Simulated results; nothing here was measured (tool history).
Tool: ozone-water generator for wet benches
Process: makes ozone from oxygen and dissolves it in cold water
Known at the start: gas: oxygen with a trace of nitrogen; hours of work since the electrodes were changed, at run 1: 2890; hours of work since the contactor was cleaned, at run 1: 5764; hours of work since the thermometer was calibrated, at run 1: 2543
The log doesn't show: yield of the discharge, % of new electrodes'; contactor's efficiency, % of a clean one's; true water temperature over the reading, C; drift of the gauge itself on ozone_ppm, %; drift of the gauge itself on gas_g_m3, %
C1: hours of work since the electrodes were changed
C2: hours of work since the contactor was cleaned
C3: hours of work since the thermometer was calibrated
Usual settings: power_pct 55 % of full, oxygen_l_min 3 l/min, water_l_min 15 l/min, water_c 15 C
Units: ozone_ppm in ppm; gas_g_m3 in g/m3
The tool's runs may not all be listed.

Run 1, hour 0: usual settings; C1 2890; C2 5764; C3 2543. Result: ozone_ppm 19.8 ppm, gas_g_m3 195.9 g/m3.
Run 2, hour 81.3: usual settings; C1 2942; C2 5816; C3 2595. Result: ozone_ppm 20 ppm, gas_g_m3 196.1 g/m3.
Run 3, hour 177.9: usual settings but water_l_min 23 l/min; C1 3003; C2 5877; C3 2656. Result: ozone_ppm 13.4 ppm, gas_g_m3 194.1 g/m3.
Run 4, hour 229.3: usual settings but water_l_min 18 l/min; C1 3036; C2 5910; C3 2689. Result: ozone_ppm 16.9 ppm, gas_g_m3 194.7 g/m3.
Run 5, hour 305.4: usual settings but oxygen_l_min 1.62 l/min, water_l_min 18 l/min; C1 3084; C2 5958; C3 2737. Result: ozone_ppm 12.8 ppm, gas_g_m3 234 g/m3.
Run 6, hour 355.1: usual settings but oxygen_l_min 1.62 l/min, water_l_min 18 l/min; C1 3116; C2 5990; C3 2769. Result: ozone_ppm 12.8 ppm, gas_g_m3 234.5 g/m3.
Run 7, hour 462.5: usual settings; C1 3184; C2 6058; C3 2837. Result: ozone_ppm 19.9 ppm, gas_g_m3 192.8 g/m3.
Run 8, hour 570.3: usual settings; C1 3253; C2 6127; C3 2906. Result: ozone_ppm 20 ppm, gas_g_m3 193.8 g/m3.
Run 9, hour 670.8: usual settings but power_pct 67 % of full; C1 3317; C2 6191; C3 2970. Result: ozone_ppm 23.2 ppm, gas_g_m3 227 g/m3.
Run 10, hour 763.7: usual settings but power_pct 67 % of full; C1 3376; C2 6250; C3 3029. Result: ozone_ppm 23.5 ppm, gas_g_m3 224.1 g/m3.
Run 11, hour 814.8: usual settings but power_pct 67 % of full; C1 3408; C2 6282; C3 3061. Result: ozone_ppm 22.9 ppm, gas_g_m3 227.3 g/m3.
Run 12, hour 929.4: usual settings but power_pct 67 % of full; C1 3481; C2 6355; C3 3134. Result: ozone_ppm 23.1 ppm, gas_g_m3 224.6 g/m3.
Run 13, hour 1027.4: usual settings; C1 3543; C2 6417; C3 3197. Result: ozone_ppm 19.9 ppm, gas_g_m3 193.7 g/m3.
Run 14, hour 1085.3: usual settings but oxygen_l_min 1.63 l/min; C1 3580; C2 6454; C3 3233. Result: ozone_ppm 15.5 ppm, gas_g_m3 232.3 g/m3.
Run 15, hour 1144.7: usual settings but water_l_min 12 l/min; C1 3618; C2 6492; C3 3271. Result: ozone_ppm 23.7 ppm, gas_g_m3 193.9 g/m3.
Run 16, hour 1233.8: usual settings but power_pct 44 % of full, water_c 16 C; C1 3675; C2 6549; C3 3328. Result: ozone_ppm 16.4 ppm, gas_g_m3 161.2 g/m3.
Run 17, hour 1287: usual settings but power_pct 44 % of full, water_c 16 C; C1 3709; C2 6583; C3 3362. Result: ozone_ppm 16.7 ppm, gas_g_m3 162.2 g/m3.
Run 18, hour 1340.8: usual settings but power_pct 44 % of full, water_c 16 C; C1 3743; C2 6617; C3 3396. Result: ozone_ppm 16.7 ppm, gas_g_m3 162.9 g/m3.
Run 19, hour 1423.1: usual settings but power_pct 79 % of full, water_c 12 C; C1 3795; C2 6669; C3 3448. Result: ozone_ppm 26.6 ppm, gas_g_m3 254.1 g/m3.
Run 20, hour 1507: usual settings but oxygen_l_min 2.44 l/min, water_l_min 13 l/min; C1 3849; C2 6723; C3 3502. Result: ozone_ppm 20.8 ppm, gas_g_m3 205 g/m3.
Run 21, hour 1569.8: usual settings but oxygen_l_min 2.31 l/min, water_c 12 C; C1 3889; C2 6763; C3 3542. Result: ozone_ppm 18.5 ppm, gas_g_m3 206.5 g/m3.
Run 22, hour 1681: usual settings but oxygen_l_min 2.31 l/min, water_c 8 C; C1 3959; C2 6833; C3 3612. Result: ozone_ppm 18.9 ppm, gas_g_m3 208.5 g/m3.
Run 23, hour 1801: usual settings but power_pct 64 % of full, oxygen_l_min 2.2 l/min; C1 4036; C2 6910; C3 3689. Result: ozone_ppm 20.2 ppm, gas_g_m3 235.7 g/m3.
Run 24, hour 1868.3: usual settings but power_pct 64 % of full, oxygen_l_min 2.2 l/min, water_l_min 16 l/min; C1 4078; C2 6952; C3 3732. Result: ozone_ppm 18.8 ppm, gas_g_m3 233.8 g/m3.
Run 25, hour 1984.7: usual settings but power_pct 64 % of full, oxygen_l_min 2.2 l/min, water_l_min 16 l/min; C1 4153; C2 7026; C3 3806. Result: ozone_ppm 18.8 ppm, gas_g_m3 234 g/m3.
Run 26, hour 2044.1: usual settings but power_pct 64 % of full, oxygen_l_min 2.2 l/min, water_c 22 C; C1 4190; C2 7064; C3 3843. Result: ozone_ppm 18.5 ppm, gas_g_m3 238 g/m3.
Run 27, hour 2118.7: usual settings but power_pct 64 % of full, oxygen_l_min 2.2 l/min, water_c 22 C; C1 4238; C2 7112; C3 3891. Result: ozone_ppm 18.5 ppm, gas_g_m3 235.1 g/m3.
Run 28, hour 2236.7: usual settings but power_pct 64 % of full, oxygen_l_min 2.2 l/min, water_c 22 C; C1 4313; C2 7187; C3 3966. Result: ozone_ppm 18.3 ppm, gas_g_m3 233.6 g/m3.
At hour 2282.8: gauge calibrated.
Run 29, hour 2346.3: usual settings but oxygen_l_min 2.24 l/min, water_l_min 18 l/min; C1 4383; C2 7257; C3 4036. Result: ozone_ppm 15 ppm, gas_g_m3 213.9 g/m3.

Forecast each of these 5 alternatives for the next run:
Run A, hour 2416.8: usual settings but water_l_min 21 l/min; C1 4427; C2 7301; C3 4081. Result: ozone_ppm ?, gas_g_m3 ?.
Run B, hour 2416.8: usual settings but power_pct 66 % of full, oxygen_l_min 2.07 l/min; C1 4427; C2 7301; C3 4081. Result: ozone_ppm ?, gas_g_m3 ?.
Run C, hour 2416.8: usual settings but oxygen_l_min 2.22 l/min, water_l_min 20 l/min; C1 4427; C2 7301; C3 4081. Result: ozone_ppm ?, gas_g_m3 ?.
Run D, hour 2416.8: usual settings but power_pct 61 % of full, water_c 17 C; C1 4427; C2 7301; C3 4081. Result: ozone_ppm ?, gas_g_m3 ?.
Run E, hour 2416.8: usual settings but power_pct 51 % of full, oxygen_l_min 2.24 l/min, water_l_min 18 l/min; C1 4427; C2 7301; C3 4081. Result: ozone_ppm ?, gas_g_m3 ?.

run  ozone_ppm  gas_g_m3
  A       14.9     195.2
  B       19.6       252
  C       13.3     214.9
  D       20.8     209.9
  E       14.4     201.4
Without the tool's hidden state the same runs would have given:
run  ozone_ppm  gas_g_m3
  A         15     195.8
  B       19.7     252.7
  C       13.3     215.5
  D       20.9     210.5
  E       14.4     201.9

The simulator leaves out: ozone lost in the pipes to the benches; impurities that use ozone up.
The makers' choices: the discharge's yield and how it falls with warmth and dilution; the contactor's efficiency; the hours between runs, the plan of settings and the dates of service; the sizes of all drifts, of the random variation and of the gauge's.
